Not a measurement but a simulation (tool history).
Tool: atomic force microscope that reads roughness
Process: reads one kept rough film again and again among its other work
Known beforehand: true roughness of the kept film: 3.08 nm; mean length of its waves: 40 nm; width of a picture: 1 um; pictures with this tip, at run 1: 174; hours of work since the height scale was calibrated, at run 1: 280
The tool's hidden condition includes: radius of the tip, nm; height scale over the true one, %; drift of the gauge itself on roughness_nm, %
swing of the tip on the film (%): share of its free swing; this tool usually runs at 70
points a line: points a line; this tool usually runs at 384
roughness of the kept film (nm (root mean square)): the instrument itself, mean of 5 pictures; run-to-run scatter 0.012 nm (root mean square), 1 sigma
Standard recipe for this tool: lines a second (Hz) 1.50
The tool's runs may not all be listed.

| run | hour | lines a second (Hz) | swing of the tip on the film (%) | points a line | pictures with this tip | hours of work since the height scale was calibrated | roughness of the kept film (nm (root mean square)) |
|---|---|---|---|---|---|---|---|
| 1 | 0.0 | 1.50 | 70 | 384 | 174 | 280 | 2.516 |
|  | 18.4 | new tip fitted |
| 2 | 19.5 | 1.50 | 70 | 384 | 1 | 289 | 2.856 |
| 3 | 32.4 | 1.50 | 70 | 384 | 12 | 295 | 2.819 |
| 4 | 42.6 | 1.50 | 70 | 384 | 20 | 300 | 2.827 |
| 5 | 53.2 | 1.50 | 70 | 384 | 29 | 306 | 2.815 |
| 6 | 64.9 | 1.50 | 70 | 572 | 38 | 311 | 2.793 |
| 7 | 78.9 | 1.50 | 79 | 384 | 50 | 318 | 2.694 |
| 8 | 90.7 | 1.50 | 79 | 384 | 60 | 324 | 2.678 |
| 9 | 102.9 | 1.50 | 79 | 384 | 70 | 330 | 2.668 |
| 10 | 121.6 | 0.83 | 79 | 384 | 85 | 339 | 2.723 |
| 11 | 137.1 | 1.05 | 70 | 276 | 98 | 347 | 2.697 |
| 12 | 154.9 | 1.05 | 70 | 276 | 112 | 355 | 2.670 |
| 13 | 171.2 | 1.07 | 70 | 622 | 126 | 363 | 2.656 |
| 14 | 191.1 | 2.37 | 70 | 604 | 142 | 373 | 2.542 |

Alternative continuations, all from the tool just after run 14; predict every row:
| A | 206.3 | 1.80 | 68 | 1013 | 155 | 380 | ? |
| B | 206.3 | 3.69 | 64 | 771 | 155 | 380 | ? |
| C | 206.3 | 3.89 | 63 | 318 | 155 | 380 | ? |

| run | roughness of the kept film (nm (root mean square)) |
|---|---|
| A | 2.593 |
| B | 2.528 |
| C | 2.516 |
Without the tool's unlogged condition, the same runs would have read:
| run | roughness of the kept film (nm (root mean square)) |
|---|---|
| A | 2.873 |
| B | 2.802 |
| C | 2.788 |
